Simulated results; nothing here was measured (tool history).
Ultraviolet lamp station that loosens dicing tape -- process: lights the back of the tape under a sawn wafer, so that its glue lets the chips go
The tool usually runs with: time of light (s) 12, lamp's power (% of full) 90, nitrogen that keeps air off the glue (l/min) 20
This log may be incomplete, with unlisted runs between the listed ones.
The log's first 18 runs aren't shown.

| run | hour | time of light (s) | lamp's power (% of full) | nitrogen that keeps air off the glue (l/min) | force that peels the tape off (N) | light that reached the tape (mJ/cm2) |
|---|---|---|---|---|---|---|
| 19 | 344.3 | 12 | 64 | 20 | 0.761 | 477 |
| 20 | 358.2 | 12 | 90 | 20 | 0.373 | 667 |
| 21 | 375.4 | 11 | 90 | 20 | 0.447 | 615 |
| 22 | 386.6 | 11 | 90 | 20 | 0.452 | 617 |
| 23 | 412.5 | 11 | 90 | 20 | 0.424 | 615 |
| 24 | 424.2 | 23 | 67 | 20 | 0.194 | 968 |
|  | 432.0 | window cleaned of glue's vapour |
| 25 | 440.3 | 23 | 67 | 20 | 0.199 | 963 |
| 26 | 451.1 | 23 | 67 | 20 | 0.202 | 978 |
| 27 | 469.2 | 23 | 67 | 20 | 0.204 | 971 |
| 28 | 485.8 | 23 | 67 | 20 | 0.197 | 979 |
| 29 | 497.9 | 10 | 83 | 7 | 1.329 | 525 |
| 30 | 512.2 | 10 | 83 | 7 | 1.294 | 522 |
| 31 | 524.4 | 6 | 73 | 7 | 3.360 | 276 |
| 32 | 539.8 | 6 | 89 | 15 | 1.855 | 338 |
| 33 | 563.2 | 11 | 62 | 40 | 0.705 | 428 |
| 34 | 577.6 | 11 | 79 | 19 | 0.633 | 555 |
| 35 | 591.3 | 12 | 93 | 21 | 0.336 | 706 |
| 36 | 617.3 | 13 | 93 | 21 | 0.273 | 765 |
| 37 | 641.3 | 7 | 67 | 14 | 2.400 | 300 |
| 38 | 655.7 | 9 | 62 | 6 | 2.651 | 355 |
| 39 | 667.3 | 12 | 90 | 9 | 0.622 | 689 |
| 40 | 682.9 | 12 | 90 | 9 | 0.632 | 696 |

Here are 4 independent what-if runs from the current tool condition. What would each one return?
| A | 707.2 | 12 | 66 | 22 | ? | ? |
| B | 707.2 | 12 | 90 | 31 | ? | ? |
| C | 707.2 | 12 | 90 | 6 | ? | ? |
| D | 707.2 | 23 | 74 | 9 | ? | ? |

| run | force that peels the tape off (N) | light that reached the tape (mJ/cm2) |
|---|---|---|
| A | 0.651 | 513 |
| B | 0.288 | 695 |
| C | 0.833 | 698 |
| D | 0.242 | 1100 |
The same runs, with their run-to-run variation unchanged, on a tool lacking any hidden condition would have given:
| run | force that peels the tape off (N) | light that reached the tape (mJ/cm2) |
|---|---|---|
| A | 0.647 | 491 |
| B | 0.287 | 666 |
| C | 0.829 | 669 |
| D | 0.242 | 1054 |

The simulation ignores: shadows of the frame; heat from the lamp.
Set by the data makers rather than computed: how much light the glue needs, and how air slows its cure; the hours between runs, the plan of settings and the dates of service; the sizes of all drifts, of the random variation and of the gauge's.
